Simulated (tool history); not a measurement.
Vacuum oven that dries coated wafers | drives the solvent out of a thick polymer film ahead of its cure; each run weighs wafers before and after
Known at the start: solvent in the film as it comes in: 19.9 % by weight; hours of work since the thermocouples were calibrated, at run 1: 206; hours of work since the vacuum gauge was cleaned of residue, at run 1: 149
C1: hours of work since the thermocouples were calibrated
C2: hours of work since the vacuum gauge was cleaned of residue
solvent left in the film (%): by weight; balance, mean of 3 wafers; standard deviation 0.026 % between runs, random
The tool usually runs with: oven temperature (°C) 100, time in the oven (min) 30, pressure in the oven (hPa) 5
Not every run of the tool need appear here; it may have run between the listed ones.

{"run": 1, "hour": 0.0, "oven temperature (°C)": 100, "time in the oven (min)": 30, "pressure in the oven (hPa)": 5, "C1": 206, "C2": 149, "solvent left in the film (%)": 1.46}
{"run": 2, "hour": 30.5, "oven temperature (°C)": 100, "time in the oven (min)": 35, "pressure in the oven (hPa)": 5, "C1": 224, "C2": 167, "solvent left in the film (%)": 1.11}
{"run": 3, "hour": 59.6, "oven temperature (°C)": 100, "time in the oven (min)": 44, "pressure in the oven (hPa)": 5, "C1": 241, "C2": 185, "solvent left in the film (%)": 0.8}
{"run": 4, "hour": 86.2, "oven temperature (°C)": 100, "time in the oven (min)": 44, "pressure in the oven (hPa)": 5, "C1": 257, "C2": 201, "solvent left in the film (%)": 0.78}
{"run": 5, "hour": 102.6, "oven temperature (°C)": 100, "time in the oven (min)": 30, "pressure in the oven (hPa)": 5, "C1": 267, "C2": 210, "solvent left in the film (%)": 1.5}
{"run": 6, "hour": 126.6, "oven temperature (°C)": 100, "time in the oven (min)": 30, "pressure in the oven (hPa)": 5, "C1": 281, "C2": 225, "solvent left in the film (%)": 1.43}
{"run": 7, "hour": 150.8, "oven temperature (°C)": 100, "time in the oven (min)": 30, "pressure in the oven (hPa)": 3.57, "C1": 295, "C2": 239, "solvent left in the film (%)": 1.3}
{"run": 8, "hour": 172.6, "oven temperature (°C)": 100, "time in the oven (min)": 30, "pressure in the oven (hPa)": 5, "C1": 308, "C2": 252, "solvent left in the film (%)": 1.42}
{"run": 9, "hour": 191.1, "oven temperature (°C)": 100, "time in the oven (min)": 30, "pressure in the oven (hPa)": 5, "C1": 319, "C2": 263, "solvent left in the film (%)": 1.45}
{"run": 10, "hour": 218.7, "oven temperature (°C)": 100, "time in the oven (min)": 30, "pressure in the oven (hPa)": 5, "C1": 336, "C2": 279, "solvent left in the film (%)": 1.44}
{"run": 11, "hour": 247.0, "oven temperature (°C)": 100, "time in the oven (min)": 30, "pressure in the oven (hPa)": 5, "C1": 353, "C2": 296, "solvent left in the film (%)": 1.44}
{"run": 12, "hour": 283.9, "oven temperature (°C)": 100, "time in the oven (min)": 30, "pressure in the oven (hPa)": 5, "C1": 374, "C2": 318, "solvent left in the film (%)": 1.44}
{"run": 13, "hour": 305.4, "oven temperature (°C)": 100, "time in the oven (min)": 23, "pressure in the oven (hPa)": 6.42, "C1": 387, "C2": 331, "solvent left in the film (%)": 2.45}
{"run": 14, "hour": 324.2, "oven temperature (°C)": 100, "time in the oven (min)": 23, "pressure in the oven (hPa)": 6.42, "C1": 398, "C2": 342, "solvent left in the film (%)": 2.43}
{"run": 15, "hour": 342.5, "oven temperature (°C)": 100, "time in the oven (min)": 23, "pressure in the oven (hPa)": 6.42, "C1": 409, "C2": 353, "solvent left in the film (%)": 2.44}
{"run": 16, "hour": 368.5, "oven temperature (°C)": 100, "time in the oven (min)": 23, "pressure in the oven (hPa)": 6.42, "C1": 425, "C2": 368, "solvent left in the film (%)": 2.42}
{"run": 17, "hour": 386.4, "oven temperature (°C)": 88, "time in the oven (min)": 23, "pressure in the oven (hPa)": 8.53, "C1": 435, "C2": 379, "solvent left in the film (%)": 5.27}
{"run": 18, "hour": 410.5, "oven temperature (°C)": 114, "time in the oven (min)": 24, "pressure in the oven (hPa)": 14, "C1": 450, "C2": 393, "solvent left in the film (%)": 1.27}
{"run": 19, "hour": 434.5, "oven temperature (°C)": 114, "time in the oven (min)": 30, "pressure in the oven (hPa)": 14, "C1": 464, "C2": 408, "solvent left in the film (%)": 1.07}
{"run": 20, "hour": 458.6, "oven temperature (°C)": 104, "time in the oven (min)": 17, "pressure in the oven (hPa)": 19.55, "C1": 478, "C2": 422, "solvent left in the film (%)": 4.07}
{"run": 21, "hour": 487.0, "oven temperature (°C)": 100, "time in the oven (min)": 24, "pressure in the oven (hPa)": 7.45, "C1": 495, "C2": 439, "solvent left in the film (%)": 2.4}
{"run": 22, "hour": 505.2, "oven temperature (°C)": 100, "time in the oven (min)": 24, "pressure in the oven (hPa)": 7.45, "C1": 506, "C2": 450, "solvent left in the film (%)": 2.39}
{"run": 23, "hour": 540.4, "oven temperature (°C)": 88, "time in the oven (min)": 30, "pressure in the oven (hPa)": 5, "C1": 527, "C2": 471, "solvent left in the film (%)": 3.46}
{"run": 24, "hour": 560.9, "oven temperature (°C)": 88, "time in the oven (min)": 31, "pressure in the oven (hPa)": 3.83, "C1": 539, "C2": 483, "solvent left in the film (%)": 3.12}

Here are 3 independent what-if runs from the current tool condition. What would each one return?
{"run": "A", "hour": 591.4, "oven temperature (°C)": 106, "time in the oven (min)": 49, "pressure in the oven (hPa)": 4.14, "C1": 557, "C2": 501, "solvent left in the film (%)": "?"}
{"run": "B", "hour": 591.4, "oven temperature (°C)": 90, "time in the oven (min)": 20, "pressure in the oven (hPa)": 5, "C1": 557, "C2": 501, "solvent left in the film (%)": "?"}
{"run": "C", "hour": 591.4, "oven temperature (°C)": 89, "time in the oven (min)": 41, "pressure in the oven (hPa)": 13.64, "C1": 557, "C2": 501, "solvent left in the film (%)": "?"}

run=A solvent_left_in_the_film_(%)=0.39
run=B solvent_left_in_the_film_(%)=5.12
run=C solvent_left_in_the_film_(%)=3.36
What these runs would have given with no unlogged condition in the tool:
run=A solvent_left_in_the_film_(%)=0.39
run=B solvent_left_in_the_film_(%)=5.11
run=C solvent_left_in_the_film_(%)=3.35

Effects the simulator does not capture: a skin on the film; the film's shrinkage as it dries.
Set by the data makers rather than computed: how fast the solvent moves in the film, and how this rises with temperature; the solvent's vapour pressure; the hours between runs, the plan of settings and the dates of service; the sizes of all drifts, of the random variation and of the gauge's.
